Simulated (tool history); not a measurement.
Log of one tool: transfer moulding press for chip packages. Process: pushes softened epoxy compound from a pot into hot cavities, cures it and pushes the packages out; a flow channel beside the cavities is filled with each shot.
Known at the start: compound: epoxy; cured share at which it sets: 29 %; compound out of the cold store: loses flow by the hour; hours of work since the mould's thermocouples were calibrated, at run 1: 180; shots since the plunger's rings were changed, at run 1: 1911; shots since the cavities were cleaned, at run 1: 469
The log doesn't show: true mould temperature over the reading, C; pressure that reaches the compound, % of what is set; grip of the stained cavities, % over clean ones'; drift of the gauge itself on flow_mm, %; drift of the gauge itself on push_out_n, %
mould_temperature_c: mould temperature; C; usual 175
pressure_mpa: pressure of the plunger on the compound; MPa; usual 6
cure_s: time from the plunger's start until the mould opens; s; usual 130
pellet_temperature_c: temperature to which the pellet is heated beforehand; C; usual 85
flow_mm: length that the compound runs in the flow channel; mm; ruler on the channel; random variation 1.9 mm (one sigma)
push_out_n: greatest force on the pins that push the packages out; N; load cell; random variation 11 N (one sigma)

run   hour  mould_temperature_c  pressure_mpa  cure_s  pellet_temperature_c  hours of work since the mould's thermocouples were calibrated  shots since the plunger's rings were changed  shots since the cavities were cleaned  incoming compound's hours out of the cold store  flow_mm  push_out_n
  1      0                  175             6     130                    85                                                            180                                          1911                                    469                                             13.1      534        1101
  2    8.9                  175             6     130                    85                                                            184                                          1961                                    519                                             12.7      532        1176
  3   15.6                  175             6     130                    85                                                            187                                          1997                                    555                                             18.2      522        1119
      20.4  -- cavities cleaned with cleaning compound and waxed
  4   27.1                  175             6     130                    85                                                            191                                          2052                                     36                                             23.1      518         619
  5   40.6                  175             6     130                    85                                                            196                                          2127                                    111                                             14.4      531         730
  6   50.4                  174             6     130                    85                                                            200                                          2181                                    165                                             36.1      499         893
  7   64.6                  174             6     130                    85                                                            206                                          2259                                    243                                             21.1      521         949
  8   79.1                  174             6     130                    85                                                            212                                          2339                                    323                                             25.2      517        1036
  9   85.7                  175             6     160                    85                                                            215                                          2376                                    360                                             34.5      498         756
 10   95.6                  175             6     130                    81                                                            219                                          2430                                    414                                             32.1      505        1100
 11  104.5                  175             6     130                    81                                                            222                                          2480                                    464                                             34.2      498        1052
 12  112.5                  175             6     118                    81                                                            226                                          2524                                    508                                             19.7      523        1384
       126  -- cavities cleaned with cleaning compound and waxed
 13  127.1                  175             6     118                    81                                                            231                                          2596                                      6                                             14.3      530         692
 14  137.4                  175             6     118                    81                                                            235                                          2653                                     63                                             31.7      500         771
 15    144                  175          6.86     130                    81                                                            238                                          2689                                     99                                             21.4      550         746
 16    150                  175          6.86     130                    78                                                            240                                          2722                                    132                                             25.5      545         804
 17  159.6                  182           6.3     130                    87                                                            244                                          2775                                    185                                               36      496         646
     162.9  -- mould's thermocouples calibrated
 18    168                  174             6     150                    85                                                              2                                          2811                                    221                                             40.1      491         749
 19  179.8                  174             6     150                    85                                                              7                                          2876                                    286                                             43.5      486         830
 20  187.2                  171          6.69     161                    86                                                             10                                          2917                                    327                                             29.1      542         874
 21  198.9                  171           6.6     161                    75                                                             15                                          2981                                    391                                             27.5      543         986
 22  211.1                  175          6.24     145                    91                                                             20                                          3048                                    458                                             38.9      498         918
     218.4  -- mould's thermocouples calibrated, once more
 23  223.1                  180          4.57     167                    80                                                              2                                          3103                                    513                                             15.6      452         805
       236  -- cavities cleaned with cleaning compound and waxed
 24  237.6                  169             6     111                    85                                                              7                                          3175                                      9                                               37      506        1212
 25  246.2                  169             6     111                    85                                                             11                                          3222                                     56                                             22.2      530        1466
 26  260.5                  175             6     128                    85                                                             17                                          3301                                    135                                             11.3      529         821
 27  266.8                  175          4.92     110                    85                                                             19                                          3336                                    170                                             29.8      455        1208
 28  277.9                  175             6     140                    85                                                             24                                          3397                                    231                                             35.3      495         771

Forecast each of these 3 alternatives for the next run:
  A  290.6                  183             6     136                    83                                                             29                                          3468                                    302                                             35.1        ?           ?
  B  290.6                  175             6     110                    84                                                             29                                          3468                                    302                                               13        ?           ?
  C  290.6                  175             6     130                    85                                                             29                                          3468                                    302                                             15.2        ?           ?

run  flow_mm  push_out_n
  A      481         709
  B      526        1423
  C      526        1019
Without the tool's hidden state the same runs would have given:
run  flow_mm  push_out_n
  A      493         381
  B      540         742
  C      540         532

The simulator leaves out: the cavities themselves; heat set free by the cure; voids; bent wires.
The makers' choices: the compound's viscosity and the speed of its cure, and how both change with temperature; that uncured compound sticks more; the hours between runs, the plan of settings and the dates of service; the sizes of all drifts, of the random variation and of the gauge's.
